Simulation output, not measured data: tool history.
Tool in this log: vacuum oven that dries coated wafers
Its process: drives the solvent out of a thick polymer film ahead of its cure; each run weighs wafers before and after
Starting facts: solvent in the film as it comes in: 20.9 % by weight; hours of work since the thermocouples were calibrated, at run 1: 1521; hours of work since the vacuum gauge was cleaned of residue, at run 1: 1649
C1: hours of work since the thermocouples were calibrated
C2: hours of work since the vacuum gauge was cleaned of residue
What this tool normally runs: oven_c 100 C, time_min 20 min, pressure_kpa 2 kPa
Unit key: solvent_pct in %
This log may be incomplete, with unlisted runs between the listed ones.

Run 1, hour 0: usual settings; C1 1521; C2 1649. Result: solvent_pct 2.932 %.
At hour 14.3: oven's thermocouples calibrated.
Run 2, hour 43.4: usual settings; C1 17; C2 1674. Result: solvent_pct 3.228 %.
Run 3, hour 113.1: usual settings but pressure_kpa 6.6 kPa; C1 59; C2 1716. Result: solvent_pct 4.899 %.
Run 4, hour 183.8: usual settings but pressure_kpa 6.6 kPa; C1 102; C2 1758. Result: solvent_pct 4.917 %.
Run 5, hour 223.8: usual settings but pressure_kpa 6.6 kPa; C1 126; C2 1782. Result: solvent_pct 4.912 %.
Run 6, hour 264.1: usual settings but pressure_kpa 6.6 kPa; C1 150; C2 1806. Result: solvent_pct 4.918 %.
Run 7, hour 307.4: usual settings but pressure_kpa 6.6 kPa; C1 176; C2 1832. Result: solvent_pct 4.915 %.
Run 8, hour 379.9: usual settings but oven_c 92 C; C1 219; C2 1875. Result: solvent_pct 5.282 %.
Run 9, hour 410.7: usual settings but oven_c 92 C; C1 238; C2 1894. Result: solvent_pct 5.282 %.
Run 10, hour 468.8: usual settings; C1 272; C2 1929. Result: solvent_pct 3.231 %.
Run 11, hour 523.7: usual settings; C1 305; C2 1962. Result: solvent_pct 3.252 %.
Run 12, hour 596.6: usual settings; C1 349; C2 2005. Result: solvent_pct 3.249 %.
Run 13, hour 651.2: usual settings; C1 382; C2 2038. Result: solvent_pct 3.248 %.
Run 14, hour 684.2: usual settings but pressure_kpa 1.93 kPa; C1 401; C2 2058. Result: solvent_pct 3.197 %.
Run 15, hour 732.7: usual settings; C1 431; C2 2087. Result: solvent_pct 3.227 %.
Run 16, hour 788.4: usual settings; C1 464; C2 2120. Result: solvent_pct 3.251 %.
Run 17, hour 832.1: usual settings; C1 490; C2 2146. Result: solvent_pct 3.218 %.
Run 18, hour 867.1: usual settings; C1 511; C2 2167. Result: solvent_pct 3.221 %.
Run 19, hour 938.2: usual settings but oven_c 101 C; C1 554; C2 2210. Result: solvent_pct 3.014 %.
Run 20, hour 971.4: usual settings but oven_c 101 C; C1 574; C2 2230. Result: solvent_pct 3.017 %.
Run 21, hour 1027.9: usual settings but oven_c 101 C; C1 607; C2 2264. Result: solvent_pct 3.002 %.
Run 22, hour 1099.4: usual settings but oven_c 101 C; C1 650; C2 2307. Result: solvent_pct 3.009 %.
Run 23, hour 1145.6: usual settings but oven_c 101 C; C1 678; C2 2334. Result: solvent_pct 3.004 %.
Run 24, hour 1214.2: usual settings but oven_c 110 C, time_min 18 min, pressure_kpa 5.41 kPa; C1 719; C2 2375. Result: solvent_pct 2.722 %.
Run 25, hour 1258.1: usual settings but oven_c 109 C, time_min 26 min, pressure_kpa 3 kPa; C1 745; C2 2402. Result: solvent_pct 1.496 %.
Run 26, hour 1332.3: usual settings but oven_c 109 C, time_min 26 min, pressure_kpa 3 kPa; C1 790; C2 2446. Result: solvent_pct 1.497 %.
Run 27, hour 1398.1: usual settings but oven_c 109 C, time_min 26 min, pressure_kpa 3 kPa; C1 829; C2 2486. Result: solvent_pct 1.509 %.
Run 28, hour 1434.6: usual settings but oven_c 98 C, time_min 11 min; C1 851; C2 2507. Result: solvent_pct 6.856 %.
At hour 1441.9: vacuum gauge cleaned of residue and calibrated.
Run 29, hour 1474: usual settings but oven_c 112 C, time_min 11 min; C1 874; C2 19. Result: solvent_pct 3.427 %.
Run 30, hour 1528.8: usual settings but oven_c 87 C, time_min 35 min; C1 907; C2 52. Result: solvent_pct 4.375 %.
At hour 1565: vacuum gauge cleaned of residue and calibrated, once more.
Run 31, hour 1588.4: usual settings but oven_c 105 C; C1 941; C2 14. Result: solvent_pct 1.895 %.
Run 32, hour 1644.9: usual settings but oven_c 94 C; C1 975; C2 48. Result: solvent_pct 4.173 %.
Run 33, hour 1717.2: usual settings but oven_c 90 C, time_min 21 min, pressure_kpa 2.09 kPa; C1 1019; C2 91. Result: solvent_pct 5.021 %.
Run 34, hour 1763.4: usual settings but oven_c 90 C, time_min 21 min, pressure_kpa 2.09 kPa; C1 1046; C2 119. Result: solvent_pct 5.019 %.
Run 35, hour 1835.1: usual settings but oven_c 90 C, time_min 21 min, pressure_kpa 2.09 kPa; C1 1089; C2 162. Result: solvent_pct 5.02 %.
Run 36, hour 1871.9: usual settings but oven_c 92 C, time_min 25 min, pressure_kpa 1.69 kPa; C1 1111; C2 184. Result: solvent_pct 3.412 %.
Run 37, hour 1943.8: usual settings but time_min 28 min, pressure_kpa 4.26 kPa; C1 1154; C2 227. Result: solvent_pct 2.501 %.
Run 38, hour 2015.7: usual settings but time_min 18 min, pressure_kpa 1.39 kPa; C1 1198; C2 270. Result: solvent_pct 3.022 %.
Run 39, hour 2077.6: usual settings but time_min 18 min, pressure_kpa 1.39 kPa; C1 1235; C2 307. Result: solvent_pct 3.019 %.

Forecast run 40:
Run 40, hour 2129.5: usual settings but oven_c 97 C; C1 1266; C2 338. Result: solvent_pct ?.

solvent_pct: 3.412 %
Take away the tool's hidden state, keep the run-to-run variation as it was, and the same run would have given solvent_pct 3.599 %.
